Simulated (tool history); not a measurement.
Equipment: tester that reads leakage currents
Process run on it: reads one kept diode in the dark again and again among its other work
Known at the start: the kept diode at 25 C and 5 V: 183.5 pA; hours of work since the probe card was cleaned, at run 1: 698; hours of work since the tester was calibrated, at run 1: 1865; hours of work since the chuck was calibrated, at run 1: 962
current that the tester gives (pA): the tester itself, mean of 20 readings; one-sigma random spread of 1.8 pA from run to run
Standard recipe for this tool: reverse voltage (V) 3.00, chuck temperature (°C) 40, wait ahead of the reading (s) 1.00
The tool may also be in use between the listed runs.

| run | hour | reverse voltage (V) | chuck temperature (°C) | wait ahead of the reading (s) | hours of work since the probe card was cleaned | hours of work since the tester was calibrated | hours of work since the chuck was calibrated | current that the tester gives (pA) |
|---|---|---|---|---|---|---|---|---|
| 1 | 0.0 | 3.00 | 40 | 1.00 | 698 | 1865 | 962 | 667.63 |
| 2 | 55.1 | 3.00 | 40 | 1.00 | 733 | 1900 | 997 | 672.08 |
| 3 | 95.0 | 3.00 | 40 | 1.00 | 759 | 1926 | 1023 | 676.57 |
| 4 | 145.7 | 3.00 | 40 | 0.79 | 791 | 1958 | 1055 | 674.68 |
| 5 | 215.7 | 3.00 | 40 | 0.79 | 836 | 2003 | 1100 | 678.26 |
| 6 | 249.6 | 3.00 | 40 | 0.79 | 858 | 2025 | 1122 | 679.07 |
| 7 | 301.7 | 15.15 | 51 | 1.68 | 891 | 2059 | 1155 | 3046.25 |

Expected results for the next run?
| 8 | 375.2 | 9.25 | 40 | 1.00 | 938 | 2106 | 1202 | ? |

Run 8 yielded current that the tester gives (pA) 1027.69.
Take away the tool's hidden state, keep the run-to-run variation as it was, and the same run would have given current that the tester gives (pA) 908.58.

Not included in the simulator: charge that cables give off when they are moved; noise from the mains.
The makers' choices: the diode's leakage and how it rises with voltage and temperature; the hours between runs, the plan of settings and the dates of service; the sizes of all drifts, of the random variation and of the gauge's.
